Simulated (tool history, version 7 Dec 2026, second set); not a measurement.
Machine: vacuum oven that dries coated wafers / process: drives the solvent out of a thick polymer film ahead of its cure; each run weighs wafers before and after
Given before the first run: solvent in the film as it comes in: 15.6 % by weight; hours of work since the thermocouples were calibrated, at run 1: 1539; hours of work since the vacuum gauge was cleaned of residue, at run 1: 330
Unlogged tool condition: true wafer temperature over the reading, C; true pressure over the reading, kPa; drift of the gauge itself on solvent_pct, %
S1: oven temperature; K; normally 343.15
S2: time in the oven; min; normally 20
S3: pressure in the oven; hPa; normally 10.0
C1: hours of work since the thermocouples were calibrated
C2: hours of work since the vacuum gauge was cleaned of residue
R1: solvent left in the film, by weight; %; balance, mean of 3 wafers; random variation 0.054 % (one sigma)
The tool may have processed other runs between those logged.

run	day	S1	S2	S3	C1	C2	R1
1	0.000	343.15	20	10.0	1539	330	1.95
2	0.362	343.15	20	10.0	1544	336	1.99
3	0.838	343.15	20	10.0	1551	343	2.04
4	1.492	343.15	20	10.0	1560	352	1.92
5	2.062	343.15	20	10.0	1568	360	1.92
6	2.738	343.15	20	7.7	1578	370	1.92
7	3.175	343.15	33	10.0	1584	376	0.97
8	3.696	343.15	33	10.0	1592	384	0.89
9	4.388	343.15	33	10.0	1602	394	0.96
10	4.850	343.15	33	10.0	1609	401	0.96
11	5.450	343.15	33	10.0	1617	409	0.91
12	6.117	343.15	33	10.0	1627	419	0.96
13	6.729	343.15	33	10.0	1636	428	0.91
14	7.262	343.15	33	10.0	1644	436	0.96
15	7.975	343.15	20	7.4	1654	446	1.65
16	8.471	343.15	20	7.4	1661	453	1.83
17	9.062	349.15	22	7.6	1670	462	0.72
18	9.367	334.15	25	39.4	1674	466	5.70
19	10.004	353.15	34	25.7	1683	475	1.09
20	10.658	355.15	17	13.7	1693	485	0.83
21	11.275	331.15	12	13.7	1702	494	7.73
22	11.929	331.15	12	13.7	1711	503	7.84
23	12.446	331.15	12	13.7	1719	511	7.75
24	12.967	331.15	12	13.7	1726	518	7.71
# day 13.558: oven's thermocouples calibrated
25	13.738	343.15	13	10.0	3	528	3.45
26	14.321	342.15	19	10.0	11	537	2.34
27	14.658	342.15	19	10.0	16	542	2.34
28	15.338	342.15	15	7.3	26	551	3.05
29	15.912	342.15	15	7.3	34	560	3.11
30	16.604	342.15	15	7.3	44	570	3.01
31	17.171	353.15	20	10.0	52	578	0.58
32	17.767	353.15	20	10.0	61	587	0.50

Branching from run 32: 5 alternative next runs. What would each branch give?
A	18.225	348.15	35	10.4	68	593	?
B	18.225	341.15	20	13.8	68	593	?
C	18.225	338.15	10	23.9	68	593	?
D	18.225	353.15	20	39.7	68	593	?
E	18.225	356.15	20	10.0	68	593	?

run	R1
A	0.66
B	2.64
C	6.80
D	1.86
E	0.43
What these runs would have given with no unlogged condition in the tool:
run	R1
A	0.65
B	2.64
C	6.79
D	1.85
E	0.43

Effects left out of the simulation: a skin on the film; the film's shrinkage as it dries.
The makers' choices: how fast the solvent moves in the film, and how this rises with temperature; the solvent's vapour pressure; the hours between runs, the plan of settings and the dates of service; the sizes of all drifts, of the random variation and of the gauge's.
